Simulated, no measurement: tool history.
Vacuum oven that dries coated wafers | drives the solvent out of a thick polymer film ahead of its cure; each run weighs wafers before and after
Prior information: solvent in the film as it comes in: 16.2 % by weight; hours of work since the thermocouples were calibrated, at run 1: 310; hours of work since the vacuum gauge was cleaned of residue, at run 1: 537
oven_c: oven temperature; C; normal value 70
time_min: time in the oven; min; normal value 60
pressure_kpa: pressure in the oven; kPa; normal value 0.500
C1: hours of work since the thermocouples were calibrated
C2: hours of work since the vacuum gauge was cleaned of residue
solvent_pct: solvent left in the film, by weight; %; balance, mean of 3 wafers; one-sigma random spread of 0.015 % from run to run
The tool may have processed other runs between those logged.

run 1 hour=0.0 | oven_c=70 time_min=60 pressure_kpa=0.500 | C1=310 C2=537 | solvent_pct=2.57
run 2 hour=28.8 | oven_c=70 time_min=60 pressure_kpa=0.500 | C1=323 C2=550 | solvent_pct=2.57
run 3 hour=62.1 | oven_c=70 time_min=60 pressure_kpa=0.500 | C1=337 C2=564 | solvent_pct=2.57
run 4 hour=81.7 | oven_c=70 time_min=36 pressure_kpa=0.500 | C1=346 C2=573 | solvent_pct=4.83
run 5 hour=103.7 | oven_c=70 time_min=36 pressure_kpa=0.500 | C1=355 C2=582 | solvent_pct=4.81
run 6 hour=121.7 | oven_c=70 time_min=36 pressure_kpa=0.500 | C1=363 C2=590 | solvent_pct=4.80
run 7 hour=150.6 | oven_c=70 time_min=36 pressure_kpa=0.500 | C1=376 C2=603 | solvent_pct=4.85
run 8 hour=188.1 | oven_c=70 time_min=60 pressure_kpa=0.534 | C1=392 C2=619 | solvent_pct=2.61
run 9 hour=222.3 | oven_c=70 time_min=60 pressure_kpa=0.534 | C1=407 C2=634 | solvent_pct=2.56
run 10 hour=245.3 | oven_c=70 time_min=60 pressure_kpa=0.534 | C1=417 C2=644 | solvent_pct=2.58
run 11 hour=283.5 | oven_c=70 time_min=60 pressure_kpa=0.534 | C1=434 C2=661 | solvent_pct=2.56
run 12 hour=316.0 | oven_c=70 time_min=60 pressure_kpa=0.534 | C1=448 C2=675 | solvent_pct=2.57
run 13 hour=339.9 | oven_c=70 time_min=60 pressure_kpa=0.534 | C1=459 C2=686 | solvent_pct=2.57
run 14 hour=374.5 | oven_c=66 time_min=60 pressure_kpa=0.534 | C1=474 C2=701 | solvent_pct=3.66
run 15 hour=398.9 | oven_c=66 time_min=60 pressure_kpa=0.534 | C1=485 C2=712 | solvent_pct=3.66
run 16 hour=428.4 | oven_c=66 time_min=60 pressure_kpa=0.534 | C1=497 C2=725 | solvent_pct=3.66
run 17 hour=459.9 | oven_c=66 time_min=60 pressure_kpa=0.534 | C1=511 C2=738 | solvent_pct=3.64
run 18 hour=482.9 | oven_c=70 time_min=60 pressure_kpa=0.500 | C1=521 C2=748 | solvent_pct=2.52
run 19 hour=518.4 | oven_c=70 time_min=60 pressure_kpa=0.500 | C1=537 C2=764 | solvent_pct=2.55
run 20 hour=534.8 | oven_c=61 time_min=60 pressure_kpa=0.500 | C1=544 C2=771 | solvent_pct=5.17
run 21 hour=571.3 | oven_c=61 time_min=60 pressure_kpa=0.500 | C1=560 C2=787 | solvent_pct=5.14
run 22 hour=600.4 | oven_c=73 time_min=60 pressure_kpa=0.500 | C1=573 C2=800 | solvent_pct=1.87
run 23 hour=621.9 | oven_c=73 time_min=60 pressure_kpa=0.662 | C1=582 C2=809 | solvent_pct=1.93
run 24 hour=641.2 | oven_c=74 time_min=62 pressure_kpa=0.662 | C1=591 C2=818 | solvent_pct=1.63
run 25 hour=673.5 | oven_c=58 time_min=62 pressure_kpa=0.350 | C1=605 C2=832 | solvent_pct=5.80
run 26 hour=712.6 | oven_c=58 time_min=62 pressure_kpa=0.350 | C1=622 C2=849 | solvent_pct=5.84
run 27 hour=733.1 | oven_c=67 time_min=106 pressure_kpa=0.447 | C1=631 C2=858 | solvent_pct=1.30
run 28 hour=763.0 | oven_c=85 time_min=81 pressure_kpa=1.783 | C1=644 C2=871 | solvent_pct=0.66
run 29 hour=802.2 | oven_c=69 time_min=81 pressure_kpa=0.981 | C1=661 C2=888 | solvent_pct=1.99
run 30 hour=835.0 | oven_c=69 time_min=81 pressure_kpa=0.981 | C1=675 C2=903 | solvent_pct=1.99
run 31 hour=871.2 | oven_c=57 time_min=81 pressure_kpa=1.345 | C1=691 C2=918 | solvent_pct=5.67
run 32 hour=905.2 | oven_c=57 time_min=81 pressure_kpa=1.345 | C1=706 C2=933 | solvent_pct=5.67
run 33 hour=925.3 | oven_c=76 time_min=56 pressure_kpa=0.754 | C1=715 C2=942 | solvent_pct=1.58
run 34 hour=958.2 | oven_c=76 time_min=56 pressure_kpa=0.754 | C1=729 C2=956 | solvent_pct=1.56
run 35 hour=986.4 | oven_c=83 time_min=60 pressure_kpa=1.448 | C1=742 C2=969 | solvent_pct=0.85
run 36 hour=1007.8 | oven_c=83 time_min=60 pressure_kpa=1.448 | C1=751 C2=978 | solvent_pct=0.84
run 37 hour=1043.3 | oven_c=78 time_min=64 pressure_kpa=0.394 | C1=767 C2=994 | solvent_pct=0.80
run 38 hour=1070.9 | oven_c=79 time_min=41 pressure_kpa=0.288 | C1=779 C2=1006 | solvent_pct=1.75
run 39 hour=1086.9 | oven_c=70 time_min=60 pressure_kpa=0.310 | C1=786 C2=1013 | solvent_pct=2.38
run 40 hour=1116.4 | oven_c=70 time_min=87 pressure_kpa=1.074 | C1=799 C2=1026 | solvent_pct=1.63
run 41 hour=1148.7 | oven_c=84 time_min=57 pressure_kpa=0.927 | C1=813 C2=1040 | solvent_pct=0.64
run 42 hour=1175.9 | oven_c=84 time_min=57 pressure_kpa=0.927 | C1=825 C2=1052 | solvent_pct=0.59
run 43 hour=1211.3 | oven_c=84 time_min=45 pressure_kpa=0.843 | C1=840 C2=1067 | solvent_pct=0.93

Measured less the same run without the tool's hidden state. The same run-to-run variation is in both; the gauge's scatter may not be:
Hidden state present: true wafer temperature over the reading, C; true pressure over the reading, kPa; drift of the gauge itself on solvent_pct, %.
run=1 solvent_pct=-0.14
run=2 solvent_pct=-0.14
run=3 solvent_pct=-0.15
run=4 solvent_pct=-0.19
run=5 solvent_pct=-0.19
run=6 solvent_pct=-0.19
run=7 solvent_pct=-0.19
run=8 solvent_pct=-0.15
run=9 solvent_pct=-0.16
run=10 solvent_pct=-0.16
run=11 solvent_pct=-0.16
run=12 solvent_pct=-0.17
run=13 solvent_pct=-0.17
run=14 solvent_pct=-0.20
run=15 solvent_pct=-0.20
run=16 solvent_pct=-0.21
run=17 solvent_pct=-0.21
run=18 solvent_pct=-0.17
run=19 solvent_pct=-0.18
run=20 solvent_pct=-0.22
run=21 solvent_pct=-0.23
run=22 solvent_pct=-0.15
run=23 solvent_pct=-0.16
run=24 solvent_pct=-0.13
run=25 solvent_pct=-0.24
run=26 solvent_pct=-0.24
run=27 solvent_pct=-0.11
run=28 solvent_pct=-0.01
run=29 solvent_pct=-0.16
run=30 solvent_pct=-0.16
run=31 solvent_pct=-0.27
run=32 solvent_pct=-0.27
run=33 solvent_pct=-0.15
run=34 solvent_pct=-0.15
run=35 solvent_pct=-0.05
run=36 solvent_pct=-0.05
run=37 solvent_pct=-0.09
run=38 solvent_pct=-0.19
run=39 solvent_pct=-0.22
run=40 solvent_pct=-0.14
run=41 solvent_pct=-0.05
run=42 solvent_pct=-0.05
run=43 solvent_pct=-0.11
